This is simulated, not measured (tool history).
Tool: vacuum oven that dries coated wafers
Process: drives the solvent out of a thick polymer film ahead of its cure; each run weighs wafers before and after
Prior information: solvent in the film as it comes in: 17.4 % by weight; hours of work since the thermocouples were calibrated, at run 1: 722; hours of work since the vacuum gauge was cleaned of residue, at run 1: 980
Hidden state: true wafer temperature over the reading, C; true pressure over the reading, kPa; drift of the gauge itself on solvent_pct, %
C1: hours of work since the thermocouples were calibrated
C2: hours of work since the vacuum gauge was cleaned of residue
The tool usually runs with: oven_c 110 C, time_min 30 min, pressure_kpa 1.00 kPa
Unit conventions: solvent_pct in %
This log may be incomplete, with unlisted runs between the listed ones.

{"run": 1, "hour": 0.0, "oven_c": 110, "time_min": 30, "pressure_kpa": 1.0, "C1": 722, "C2": 980, "solvent_pct": 3.35}
{"run": 2, "hour": 26.5, "oven_c": 110, "time_min": 30, "pressure_kpa": 1.0, "C1": 742, "C2": 1001, "solvent_pct": 3.28}
{"run": 3, "hour": 74.3, "oven_c": 110, "time_min": 30, "pressure_kpa": 1.0, "C1": 779, "C2": 1037, "solvent_pct": 3.3}
{"run": 4, "hour": 122.8, "oven_c": 110, "time_min": 30, "pressure_kpa": 1.0, "C1": 817, "C2": 1075, "solvent_pct": 3.23}
{"run": 5, "hour": 151.0, "oven_c": 110, "time_min": 30, "pressure_kpa": 1.0, "C1": 839, "C2": 1097, "solvent_pct": 3.2}
{"run": 6, "hour": 201.6, "oven_c": 110, "time_min": 29, "pressure_kpa": 1.0, "C1": 878, "C2": 1136, "solvent_pct": 3.44}
{"run": 7, "hour": 228.5, "oven_c": 110, "time_min": 29, "pressure_kpa": 1.0, "C1": 898, "C2": 1156, "solvent_pct": 3.4}
{"run": 8, "hour": 280.0, "oven_c": 97, "time_min": 30, "pressure_kpa": 1.0, "C1": 938, "C2": 1196, "solvent_pct": 6.71}
{"run": 9, "hour": 331.7, "oven_c": 110, "time_min": 30, "pressure_kpa": 1.0, "C1": 978, "C2": 1236, "solvent_pct": 3.27}
{"run": 10, "hour": 357.9, "oven_c": 110, "time_min": 30, "pressure_kpa": 1.0, "C1": 998, "C2": 1256, "solvent_pct": 3.25}
{"run": 11, "hour": 405.4, "oven_c": 110, "time_min": 37, "pressure_kpa": 1.0, "C1": 1035, "C2": 1293, "solvent_pct": 2.29}
{"run": 12, "hour": 457.7, "oven_c": 110, "time_min": 37, "pressure_kpa": 1.0, "C1": 1075, "C2": 1333, "solvent_pct": 2.4}
{"run": 13, "hour": 510.0, "oven_c": 110, "time_min": 23, "pressure_kpa": 1.0, "C1": 1116, "C2": 1374, "solvent_pct": 4.45}
{"run": 14, "hour": 571.4, "oven_c": 110, "time_min": 23, "pressure_kpa": 1.0, "C1": 1163, "C2": 1421, "solvent_pct": 4.36}
{"hour": 583.4, "done": "vacuum gauge cleaned of residue and calibrated"}
{"run": 15, "hour": 620.4, "oven_c": 122, "time_min": 23, "pressure_kpa": 1.0, "C1": 1200, "C2": 29, "solvent_pct": 1.82}
{"run": 16, "hour": 680.3, "oven_c": 122, "time_min": 23, "pressure_kpa": 1.0, "C1": 1246, "C2": 75, "solvent_pct": 1.84}
{"run": 17, "hour": 707.4, "oven_c": 118, "time_min": 23, "pressure_kpa": 1.0, "C1": 1267, "C2": 96, "solvent_pct": 2.56}
{"run": 18, "hour": 758.2, "oven_c": 118, "time_min": 23, "pressure_kpa": 1.0, "C1": 1306, "C2": 135, "solvent_pct": 2.61}
{"run": 19, "hour": 814.9, "oven_c": 111, "time_min": 17, "pressure_kpa": 0.52, "C1": 1350, "C2": 179, "solvent_pct": 5.5}
{"hour": 861.3, "done": "vacuum gauge cleaned of residue and calibrated, once more"}
{"run": 20, "hour": 867.2, "oven_c": 110, "time_min": 30, "pressure_kpa": 3.69, "C1": 1389, "C2": 5, "solvent_pct": 4.33}
{"run": 21, "hour": 893.1, "oven_c": 110, "time_min": 30, "pressure_kpa": 0.73, "C1": 1409, "C2": 25, "solvent_pct": 2.96}
{"run": 22, "hour": 929.2, "oven_c": 110, "time_min": 15, "pressure_kpa": 0.73, "C1": 1437, "C2": 52, "solvent_pct": 6.17}
{"run": 23, "hour": 979.1, "oven_c": 121, "time_min": 15, "pressure_kpa": 1.63, "C1": 1475, "C2": 91, "solvent_pct": 3.7}
{"run": 24, "hour": 1012.5, "oven_c": 110, "time_min": 36, "pressure_kpa": 1.46, "C1": 1501, "C2": 117, "solvent_pct": 2.41}
{"run": 25, "hour": 1074.4, "oven_c": 110, "time_min": 36, "pressure_kpa": 1.46, "C1": 1549, "C2": 164, "solvent_pct": 2.53}
{"run": 26, "hour": 1101.7, "oven_c": 109, "time_min": 36, "pressure_kpa": 1.46, "C1": 1570, "C2": 186, "solvent_pct": 2.74}
{"run": 27, "hour": 1134.7, "oven_c": 96, "time_min": 30, "pressure_kpa": 1.0, "C1": 1596, "C2": 211, "solvent_pct": 6.83}
{"run": 28, "hour": 1175.4, "oven_c": 125, "time_min": 30, "pressure_kpa": 2.73, "C1": 1627, "C2": 242, "solvent_pct": 1.2}
{"run": 29, "hour": 1212.7, "oven_c": 125, "time_min": 30, "pressure_kpa": 2.73, "C1": 1656, "C2": 271, "solvent_pct": 1.29}
{"run": 30, "hour": 1259.0, "oven_c": 118, "time_min": 30, "pressure_kpa": 0.71, "C1": 1692, "C2": 307, "solvent_pct": 1.39}
{"hour": 1287.3, "done": "oven's thermocouples calibrated"}
{"run": 31, "hour": 1314.9, "oven_c": 108, "time_min": 33, "pressure_kpa": 0.53, "C1": 21, "C2": 349, "solvent_pct": 3.07}
{"run": 32, "hour": 1373.5, "oven_c": 118, "time_min": 35, "pressure_kpa": 0.72, "C1": 67, "C2": 394, "solvent_pct": 1.26}
{"run": 33, "hour": 1433.7, "oven_c": 118, "time_min": 35, "pressure_kpa": 2.73, "C1": 113, "C2": 440, "solvent_pct": 2.05}

Alternative continuations, all from the tool just after run 33; predict every row:
{"run": "A", "hour": 1467.0, "oven_c": 122, "time_min": 30, "pressure_kpa": 1.26, "C1": 139, "C2": 466, "solvent_pct": "?"}
{"run": "B", "hour": 1467.0, "oven_c": 96, "time_min": 16, "pressure_kpa": 1.0, "C1": 139, "C2": 466, "solvent_pct": "?"}
{"run": "C", "hour": 1467.0, "oven_c": 122, "time_min": 18, "pressure_kpa": 1.21, "C1": 139, "C2": 466, "solvent_pct": "?"}

run=A solvent_pct=1.25
run=B solvent_pct=9.88
run=C solvent_pct=2.95
The same runs, with their run-to-run variation unchanged, on a tool lacking any hidden condition would have given:
run=A solvent_pct=1.22
run=B solvent_pct=9.85
run=C solvent_pct=2.93
